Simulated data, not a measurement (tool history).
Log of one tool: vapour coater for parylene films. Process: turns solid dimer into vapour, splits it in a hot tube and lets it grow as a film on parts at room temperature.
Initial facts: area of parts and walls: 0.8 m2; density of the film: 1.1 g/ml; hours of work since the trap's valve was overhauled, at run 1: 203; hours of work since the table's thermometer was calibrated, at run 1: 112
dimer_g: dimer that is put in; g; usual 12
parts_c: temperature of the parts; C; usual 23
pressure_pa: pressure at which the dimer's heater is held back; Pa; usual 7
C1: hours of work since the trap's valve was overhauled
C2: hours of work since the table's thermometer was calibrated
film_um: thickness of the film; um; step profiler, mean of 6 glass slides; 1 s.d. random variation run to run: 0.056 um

Run 1, day 0: usual settings; C1 203; C2 112. Result: film_um 6.29 um.
Run 2, day 1.462: usual settings; C1 218; C2 127. Result: film_um 6.22 um.
Run 3, day 3.85: usual settings; C1 243; C2 152. Result: film_um 6.19 um.
Run 4, day 6.929: usual settings; C1 274; C2 183. Result: film_um 6.13 um.
Run 5, day 8.6: usual settings; C1 292; C2 201. Result: film_um 6.12 um.
At day 9.333: trap's valve overhauled.
Run 6, day 10.5: usual settings; C1 12; C2 218. Result: film_um 6.76 um.
Run 7, day 12.125: usual settings; C1 29; C2 235. Result: film_um 6.68 um.
Run 8, day 14.567: usual settings; C1 54; C2 260. Result: film_um 6.62 um.
Run 9, day 17.2: usual settings but parts_c 33 C; C1 81; C2 287. Result: film_um 4.23 um.
Run 10, day 19.971: usual settings but parts_c 16 C; C1 109; C2 316. Result: film_um 8.68 um.
Run 11, day 21.792: usual settings but parts_c 16 C; C1 128; C2 334. Result: film_um 8.63 um.
Run 12, day 24.429: usual settings; C1 155; C2 361. Result: film_um 6.38 um.
Run 13, day 26.142: usual settings but parts_c 28 C; C1 173; C2 379. Result: film_um 5.13 um.
Run 14, day 28.15: usual settings but dimer_g 9 g; C1 193; C2 400. Result: film_um 4.74 um.
Run 15, day 31.05: usual settings but dimer_g 9 g; C1 223; C2 429. Result: film_um 4.65 um.
Run 16, day 33.417: usual settings but dimer_g 9 g; C1 247; C2 454. Result: film_um 4.57 um.
Run 17, day 35.729: usual settings but parts_c 28 C; C1 271; C2 477. Result: film_um 4.9 um.
Run 18, day 37.117: usual settings but dimer_g 19 g, pressure_pa 3.86 Pa; C1 285; C2 492. Result: film_um 10.56 um.
At day 38.704: trap's valve overhauled.
Run 19, day 39.271: usual settings but dimer_g 19 g, pressure_pa 2.05 Pa; C1 6; C2 512. Result: film_um 12.96 um.
Run 20, day 41.679: usual settings but dimer_g 19 g, pressure_pa 2.05 Pa; C1 31; C2 537. Result: film_um 12.92 um.
Run 21, day 43.329: usual settings but dimer_g 8 g, parts_c 25 C, pressure_pa 2.76 Pa; C1 48; C2 554. Result: film_um 4.68 um.
Run 22, day 45.408: usual settings but dimer_g 9 g, parts_c 32 C, pressure_pa 5.02 Pa; C1 69; C2 575. Result: film_um 3.53 um.
Run 23, day 48.008: usual settings but dimer_g 9 g, parts_c 32 C, pressure_pa 5.02 Pa; C1 96; C2 602. Result: film_um 3.46 um.
Run 24, day 49.492: usual settings but dimer_g 10 g, pressure_pa 2.06 Pa; C1 111; C2 617. Result: film_um 6.58 um.
Run 25, day 51.725: usual settings but dimer_g 8 g, parts_c 32 C; C1 134; C2 640. Result: film_um 2.85 um.
Run 26, day 54.104: usual settings but dimer_g 18 g; C1 158; C2 665. Result: film_um 9.62 um.
Run 27, day 55.575: usual settings but dimer_g 18 g, parts_c 31 C, pressure_pa 5.99 Pa; C1 173; C2 680. Result: film_um 6.92 um.
Run 28, day 57.146: usual settings but parts_c 18 C, pressure_pa 5.78 Pa; C1 189; C2 696. Result: film_um 8.1 um.
Run 29, day 59.896: usual settings but dimer_g 19 g, parts_c 17 C, pressure_pa 2.32 Pa; C1 218; C2 724. Result: film_um 15.31 um.
Run 30, day 62.821: usual settings but dimer_g 19 g, parts_c 17 C, pressure_pa 4.34 Pa; C1 248; C2 754. Result: film_um 13.64 um.
Run 31, day 65.288: usual settings but dimer_g 19 g, parts_c 17 C, pressure_pa 4.34 Pa; C1 273; C2 779. Result: film_um 13.5 um.

Below are 3 alternative next runs, each starting from the tool's condition after run 31. Predict each:
Run A, day 66.842: usual settings but dimer_g 8 g, parts_c 19 C; C1 289; C2 795. Result: film_um ?.
Run B, day 66.842: usual settings but dimer_g 19 g, parts_c 17 C, pressure_pa 9.1 Pa; C1 289; C2 795. Result: film_um ?.
Run C, day 66.842: usual settings but dimer_g 22 g, parts_c 20 C; C1 289; C2 795. Result: film_um ?.

run  film_um
  A     4.84
  B    11.89
  C    12.54
What these runs would have given with no unlogged condition in the tool:
run  film_um
  A     5.34
  B    13.11
  C    13.82

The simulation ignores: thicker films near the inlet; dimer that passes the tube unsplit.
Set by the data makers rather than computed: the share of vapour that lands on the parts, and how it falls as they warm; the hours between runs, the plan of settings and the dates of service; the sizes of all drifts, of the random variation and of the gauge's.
